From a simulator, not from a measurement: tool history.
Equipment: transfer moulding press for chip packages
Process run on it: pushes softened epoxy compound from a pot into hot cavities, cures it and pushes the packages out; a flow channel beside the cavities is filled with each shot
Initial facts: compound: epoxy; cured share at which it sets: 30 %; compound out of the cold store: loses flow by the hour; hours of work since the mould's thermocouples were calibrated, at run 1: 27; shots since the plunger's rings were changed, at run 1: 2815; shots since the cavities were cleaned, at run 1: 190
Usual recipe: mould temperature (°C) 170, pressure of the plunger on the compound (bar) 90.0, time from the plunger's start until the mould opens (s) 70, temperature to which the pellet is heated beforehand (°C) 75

run   hour  mould temperature (°C)  pressure of the plunger on the compound (bar)  time from the plunger's start until the mould opens (s)  temperature to which the pellet is heated beforehand (°C)  hours of work since the mould's thermocouples were calibrated  shots since the plunger's rings were changed  shots since the cavities were cleaned  incoming compound's hours out of the cold store  length that the compound runs in the flow channel (mm)  greatest force on the pins that push the packages out (N)
  1    0.0                     170                                           90.0                                                       70                                                         75                                                             27                                          2815                                    190                                             28.0                                                     502                                                        271
  2   11.8                     170                                           90.0                                                       70                                                         75                                                             33                                          2936                                    311                                             45.5                                                     484                                                        283
  3   17.4                     170                                           90.0                                                       70                                                         75                                                             35                                          2993                                    368                                             11.0                                                     521                                                        319
      22.5  -- cavities cleaned with cleaning compound and waxed
  4   26.5                     170                                           90.0                                                       70                                                         75                                                             39                                          3072                                     41                                             46.6                                                     481                                                        219
  5   36.8                     170                                           90.0                                                       53                                                         75                                                             44                                          3177                                    146                                             10.0                                                     520                                                        486
  6   43.9                     177                                           90.0                                                       70                                                         75                                                             47                                          3249                                    218                                             29.6                                                     479                                                        223
  7   50.3                     177                                           84.1                                                       70                                                         75                                                             51                                          3315                                    284                                             47.5                                                     445                                                        237
  8   59.6                     177                                           84.1                                                       70                                                         75                                                             55                                          3411                                    380                                             29.2                                                     461                                                        259
      63.6  -- cavities cleaned with cleaning compound and waxed
  9   73.4                     177                                           84.1                                                       70                                                         75                                                             61                                          3537                                    100                                             25.7                                                     466                                                        189
 10   84.3                     177                                           84.1                                                       70                                                         75                                                             66                                          3649                                    212                                             17.3                                                     472                                                        229
 11   91.6                     177                                           84.1                                                       70                                                         75                                                             70                                          3724                                    287                                             24.6                                                     466                                                        242
 12   96.7                     170                                           90.0                                                       70                                                         66                                                             72                                          3776                                    339                                             10.7                                                     517                                                        322
     105.1  -- cavities cleaned with cleaning compound and waxed
 13  106.4                     173                                           90.0                                                       70                                                         75                                                             76                                          3860                                     13                                             16.0                                                     500                                                        186
 14  118.2                     173                                           90.0                                                       70                                                         75                                                             82                                          3981                                    134                                             38.7                                                     476                                                        219
 15  130.8                     173                                           87.2                                                       70                                                         75                                                             88                                          4110                                    263                                             39.0                                                     468                                                        248
 16  135.9                     173                                           87.2                                                       70                                                         75                                                             91                                          4163                                    316                                             28.2                                                     477                                                        263
     146.7  -- cavities cleaned with cleaning compound and waxed
 17  149.3                     173                                           87.2                                                       70                                                         75                                                             97                                          4285                                     28                                             14.7                                                     492                                                        188
 18  156.6                     170                                           90.0                                                       70                                                         74                                                            100                                          4360                                    103                                              9.7                                                     511                                                        247
     163.7  -- plunger's sealing rings changed
 19  165.6                     169                                          105.2                                                       70                                                         69                                                            103                                            19                                    169                                             39.0                                                     555                                                        296
 20  176.3                     170                                           74.4                                                       70                                                         75                                                            109                                           128                                    278                                             28.1                                                     475                                                        286
 21  183.2                     170                                           74.4                                                       70                                                         75                                                            112                                           199                                    349                                             45.4                                                     458                                                        312
     190.4  -- cavities cleaned with cleaning compound and waxed
 22  191.6                     170                                           70.1                                                      106                                                         75                                                            115                                           270                                     12                                             21.7                                                     465                                                        168
 23  197.3                     167                                           90.0                                                       75                                                         69                                                            118                                           328                                     70                                             24.6                                                     535                                                        271
 24  209.0                     170                                           91.0                                                       99                                                         84                                                            124                                           448                                    190                                             16.4                                                     535                                                        212
 25  214.8                     170                                           91.0                                                       99                                                         84                                                            127                                           508                                    250                                             23.2                                                     525                                                        228
 26  221.2                     170                                           91.0                                                       85                                                         84                                                            130                                           573                                    315                                             29.2                                                     519                                                        242
     232.1  -- cavities cleaned with cleaning compound and waxed
 27  232.1                     170                                           90.0                                                       70                                                         71                                                            134                                           670                                      0                                              8.9                                                     539                                                        221
 28  240.5                     170                                           90.0                                                       70                                                         74                                                            138                                           756                                     86                                             31.0                                                     515                                                        245
 29  247.6                     170                                          108.6                                                       70                                                         79                                                            142                                           829                                    159                                             44.0                                                     549                                                        275

What if the next run were any one of these 4? Each begins from the tool's condition after run 29:
  A  257.1                     170                                           86.1                                                       70                                                         79                                                            146                                           926                                    256                                             42.6                                                       ?                                                          ?
  B  257.1                     167                                          108.6                                                       59                                                         79                                                            146                                           926                                    256                                             14.1                                                       ?                                                          ?
  C  257.1                     170                                           94.2                                                       56                                                         84                                                            146                                           926                                    256                                             17.6                                                       ?                                                          ?
  D  257.1                     170                                          100.6                                                       60                                                         79                                                            146                                           926                                    256                                             26.9                                                       ?                                                          ?

run  length that the compound runs in the flow channel (mm)  greatest force on the pins that push the packages out (N)
  A                                                     491                                                        301
  B                                                     598                                                        556
  C                                                     541                                                        477
  D                                                     545                                                        408
What these runs would have given with no unlogged condition in the tool:
run  length that the compound runs in the flow channel (mm)  greatest force on the pins that push the packages out (N)
  A                                                     496                                                        208
  B                                                     604                                                        375
  C                                                     547                                                        325
  D                                                     551                                                        277

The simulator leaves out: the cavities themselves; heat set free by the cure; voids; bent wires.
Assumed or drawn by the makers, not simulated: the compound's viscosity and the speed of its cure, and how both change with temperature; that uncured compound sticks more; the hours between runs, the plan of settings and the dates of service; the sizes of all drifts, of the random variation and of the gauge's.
